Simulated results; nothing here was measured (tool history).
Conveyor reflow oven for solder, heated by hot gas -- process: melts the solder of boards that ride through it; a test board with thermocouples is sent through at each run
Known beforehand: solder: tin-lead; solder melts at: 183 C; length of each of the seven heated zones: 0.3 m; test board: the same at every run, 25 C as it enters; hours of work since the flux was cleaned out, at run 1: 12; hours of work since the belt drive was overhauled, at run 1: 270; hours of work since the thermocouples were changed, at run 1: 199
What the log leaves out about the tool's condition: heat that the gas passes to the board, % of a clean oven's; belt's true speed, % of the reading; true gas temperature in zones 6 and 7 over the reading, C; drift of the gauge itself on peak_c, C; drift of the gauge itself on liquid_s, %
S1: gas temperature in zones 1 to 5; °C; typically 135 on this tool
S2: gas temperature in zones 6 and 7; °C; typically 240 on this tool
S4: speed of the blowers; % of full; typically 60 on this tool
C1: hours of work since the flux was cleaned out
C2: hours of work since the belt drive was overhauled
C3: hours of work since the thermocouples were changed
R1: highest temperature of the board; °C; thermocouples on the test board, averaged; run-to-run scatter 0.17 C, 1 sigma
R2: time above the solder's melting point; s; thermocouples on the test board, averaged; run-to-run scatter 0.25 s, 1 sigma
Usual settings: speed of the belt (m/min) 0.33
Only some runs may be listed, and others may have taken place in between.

Run 1, hour 0: usual settings; C1 12; C2 270; C3 199. Result: R1 215.4 °C, R2 76.2 s.
Run 2, hour 22.7: usual settings; C1 28; C2 286; C3 215. Result: R1 215.1 °C, R2 75.9 s.
Run 3, hour 41.2: usual settings; C1 41; C2 299; C3 228. Result: R1 215.3 °C, R2 76.6 s.
Run 4, hour 56.3: usual settings; C1 52; C2 310; C3 239. Result: R1 215.1 °C, R2 75.7 s.
Run 5, hour 83.5: usual settings; C1 71; C2 329; C3 258. Result: R1 214.6 °C, R2 75.9 s.
Run 6, hour 111.2: usual settings; C1 91; C2 349; C3 278. Result: R1 214.8 °C, R2 74.8 s.
Run 7, hour 136.1: usual settings; C1 109; C2 366; C3 296. Result: R1 214.5 °C, R2 75.8 s.
Run 8, hour 165: usual settings but S1 126 °C; C1 129; C2 387; C3 316. Result: R1 212.5 °C, R2 68.1 s.
Run 9, hour 190.5: usual settings but S1 126 °C; C1 147; C2 405; C3 334. Result: R1 212.3 °C, R2 68.5 s.
Run 10, hour 208: usual settings but S1 126 °C; C1 160; C2 418; C3 347. Result: R1 212.4 °C, R2 68 s.
Run 11, hour 235.4: usual settings; C1 179; C2 437; C3 366. Result: R1 214.5 °C, R2 75.6 s.
Run 12, hour 251.8: usual settings but S2 234 °C; C1 191; C2 449; C3 378. Result: R1 209.5 °C, R2 68.1 s.
Run 13, hour 271.3: usual settings but S2 234 °C; C1 205; C2 463; C3 392. Result: R1 209.4 °C, R2 68.7 s.
Run 14, hour 298.5: usual settings but S2 239 °C, speed of the belt (m/min) 0.331; C1 224; C2 482; C3 411. Result: R1 213.2 °C, R2 73.4 s.
Run 15, hour 331.9: usual settings but S2 238 °C, speed of the belt (m/min) 0.377; C1 248; C2 506; C3 435. Result: R1 206.7 °C, R2 54.3 s.
Run 16, hour 367.5: usual settings but S1 145 °C, S2 241 °C; C1 273; C2 531; C3 460. Result: R1 217.5 °C, R2 84.2 s.
Run 17, hour 389.2: usual settings but S1 145 °C, S2 248 °C, S4 77 % of full; C1 289; C2 546; C3 476. Result: R1 228.3 °C, R2 96.2 s.
Run 18, hour 425.7: usual settings but S1 145 °C, S2 248 °C, speed of the belt (m/min) 0.362, S4 77 % of full; C1 315; C2 572; C3 502. Result: R1 224.7 °C, R2 84.7 s.
Run 19, hour 459.5: usual settings but S1 145 °C, S2 248 °C, speed of the belt (m/min) 0.348, S4 56 % of full; C1 339; C2 597; C3 526. Result: R1 218.5 °C, R2 80.6 s.
Run 20, hour 481.8: usual settings but S2 254 °C, speed of the belt (m/min) 0.332, S4 78 % of full; C1 354; C2 612; C3 542. Result: R1 231.5 °C, R2 93.3 s.
Run 21, hour 508.7: usual settings but S1 122 °C, S2 254 °C; C1 374; C2 632; C3 561. Result: R1 221.6 °C, R2 78 s.
Run 22, hour 529.8: usual settings but S1 141 °C, S2 254 °C; C1 389; C2 646; C3 576. Result: R1 226.4 °C, R2 92.1 s.
Run 23, hour 562.9: usual settings but S1 131 °C, S2 243 °C, speed of the belt (m/min) 0.383, S4 74 % of full; C1 412; C2 670; C3 599. Result: R1 213.2 °C, R2 61.6 s.
At hour 577: flux residue cleaned out of gas plates and filters.
Run 24, hour 602.8: usual settings but S1 129 °C, S4 83 % of full; C1 18; C2 695; C3 624. Result: R1 222.8 °C, R2 84.5 s.

5 ways to go on from here, each from the tool as it stands after run 24. What would each give?
Run A, hour 625.4: usual settings but S1 132 °C, speed of the belt (m/min) 0.373, S4 56 % of full; C1 34; C2 711; C3 640. Result: R1 ?, R2 ?.
Run B, hour 625.4: usual settings but S2 233 °C, speed of the belt (m/min) 0.353, S4 79 % of full; C1 34; C2 711; C3 640. Result: R1 ?, R2 ?.
Run C, hour 625.4: usual settings but S1 129 °C, speed of the belt (m/min) 0.346, S4 81 % of full; C1 34; C2 711; C3 640. Result: R1 ?, R2 ?.
Run D, hour 625.4: usual settings but S1 123 °C; C1 34; C2 711; C3 640. Result: R1 ?, R2 ?.
Run E, hour 625.4: usual settings but S1 132 °C, speed of the belt (m/min) 0.339, S4 86 % of full; C1 34; C2 711; C3 640. Result: R1 ?, R2 ?.

run     R1    R2
  A    208  56.2
  B  214.9  72.1
  C  220.4  77.5
  D  213.3    69
  E  223.5  83.7
Take away the tool's hidden state, keep each run's random variation, and the runs would have read:
run     R1    R2
  A  206.2  52.6
  B  213.1  68.9
  C  218.5  74.4
  D  211.4  65.3
  E  221.7  80.7

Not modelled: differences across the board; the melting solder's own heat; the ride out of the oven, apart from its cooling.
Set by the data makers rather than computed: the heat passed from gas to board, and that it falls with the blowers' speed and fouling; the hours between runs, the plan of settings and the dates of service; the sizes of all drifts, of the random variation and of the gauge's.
